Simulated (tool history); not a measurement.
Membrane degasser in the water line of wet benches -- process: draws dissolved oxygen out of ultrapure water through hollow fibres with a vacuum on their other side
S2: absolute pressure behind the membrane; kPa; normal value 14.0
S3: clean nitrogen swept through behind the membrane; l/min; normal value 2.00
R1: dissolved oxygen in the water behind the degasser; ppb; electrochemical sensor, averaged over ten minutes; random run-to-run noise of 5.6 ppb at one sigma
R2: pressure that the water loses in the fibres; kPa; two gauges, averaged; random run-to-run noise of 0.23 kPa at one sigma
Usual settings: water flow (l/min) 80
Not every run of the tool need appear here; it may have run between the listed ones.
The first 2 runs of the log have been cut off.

{"run": 3, "day": 12.846, "water flow (l/min)": 80, "S2": 28.4, "S3": 2.0, "R1": 1759.5, "R2": 60.68}
{"run": 4, "day": 19.379, "water flow (l/min)": 80, "S2": 28.4, "S3": 2.0, "R1": 1765.3, "R2": 61.0}
{"run": 5, "day": 23.696, "water flow (l/min)": 80, "S2": 14.0, "S3": 4.08, "R1": 563.0, "R2": 61.16}
{"run": 6, "day": 32.362, "water flow (l/min)": 80, "S2": 14.0, "S3": 3.65, "R1": 610.0, "R2": 61.24}
{"run": 7, "day": 36.129, "water flow (l/min)": 80, "S2": 14.0, "S3": 2.0, "R1": 901.7, "R2": 61.28}
{"run": 8, "day": 43.383, "water flow (l/min)": 49, "S2": 14.0, "S3": 2.0, "R1": 603.3, "R2": 37.46}
{"run": 9, "day": 51.208, "water flow (l/min)": 49, "S2": 20.5, "S3": 2.0, "R1": 896.2, "R2": 37.53}
{"run": 10, "day": 59.588, "water flow (l/min)": 49, "S2": 20.5, "S3": 2.0, "R1": 889.6, "R2": 37.31}
{"run": 11, "day": 66.908, "water flow (l/min)": 71, "S2": 20.5, "S3": 2.0, "R1": 1200.2, "R2": 54.14}
{"run": 12, "day": 71.938, "water flow (l/min)": 50, "S2": 14.0, "S3": 2.0, "R1": 610.3, "R2": 38.27}
{"run": 13, "day": 80.262, "water flow (l/min)": 50, "S2": 14.0, "S3": 2.0, "R1": 607.5, "R2": 38.3}
{"run": 14, "day": 85.808, "water flow (l/min)": 50, "S2": 14.0, "S3": 2.0, "R1": 615.4, "R2": 38.42}
{"run": 15, "day": 91.488, "water flow (l/min)": 50, "S2": 14.0, "S3": 2.0, "R1": 618.7, "R2": 38.4}
{"run": 16, "day": 96.738, "water flow (l/min)": 50, "S2": 14.0, "S3": 2.0, "R1": 621.4, "R2": 38.49}
{"run": 17, "day": 104.6, "water flow (l/min)": 53, "S2": 14.8, "S3": 0.81, "R1": 1288.8, "R2": 40.51}
{"run": 18, "day": 109.112, "water flow (l/min)": 57, "S2": 21.6, "S3": 1.76, "R1": 1175.6, "R2": 43.7}
{"run": 19, "day": 114.808, "water flow (l/min)": 87, "S2": 26.3, "S3": 0.85, "R1": 2863.0, "R2": 66.85}

Estimate the outcome of run 20 from the log above:
{"run": 20, "day": 121.208, "water flow (l/min)": 84, "S2": 32.4, "S3": 0.85, "R1": "?", "R2": "?"}

Run 20 produced R1 3251.0 ppb, R2 64.81 kPa.
On a tool with no hidden condition, and with the same random variation, this run would have come out at R1 3234.8 ppb, R2 62.89 kPa.
